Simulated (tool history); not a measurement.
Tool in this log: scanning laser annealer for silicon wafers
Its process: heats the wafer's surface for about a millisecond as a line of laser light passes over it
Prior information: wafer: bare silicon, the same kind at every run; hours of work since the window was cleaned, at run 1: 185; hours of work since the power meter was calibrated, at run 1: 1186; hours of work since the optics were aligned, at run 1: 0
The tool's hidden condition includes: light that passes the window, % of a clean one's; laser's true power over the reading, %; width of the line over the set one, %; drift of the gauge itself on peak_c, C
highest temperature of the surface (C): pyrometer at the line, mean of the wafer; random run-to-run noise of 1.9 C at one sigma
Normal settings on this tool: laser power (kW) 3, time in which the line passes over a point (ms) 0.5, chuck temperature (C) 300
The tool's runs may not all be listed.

run,hour,laser power (kW),time in which the line passes over a point (ms),chuck temperature (C),hours of work since the window was cleaned,hours of work since the power meter was calibrated,hours of work since the optics were aligned,highest temperature of the surface (C)
1,0,3,0.5,300,185,1186,0,1065
2,60.4,3,0.5,321,214,1215,29,1086
3,113.2,3,0.5,321,239,1241,55,1084
4,197.6,3,0.429,300,280,1282,96,1000
5,288.1,3,0.5,300,324,1326,140,1059
6,340.9,3,0.5,300,350,1351,165,1054
7,414.4,3.051,0.376,300,386,1387,201,959
8,485.6,2.884,0.5,266,420,1421,236,976
9,556.4,3.162,0.444,300,454,1456,270,1048
10,632.5,3.233,0.56,282,491,1493,307,1146
11,708.5,3.233,0.56,282,528,1529,344,1143
12,770.7,2.691,0.56,340,558,1560,374,1012

Per-run results on a tool with no hidden state, each run keeping its own random variation:
run,highest temperature of the surface (C)
1,1086
2,1109
3,1109
4,1027
5,1091
6,1089
7,993
8,1014
9,1092
10,1201
11,1201
12,1061
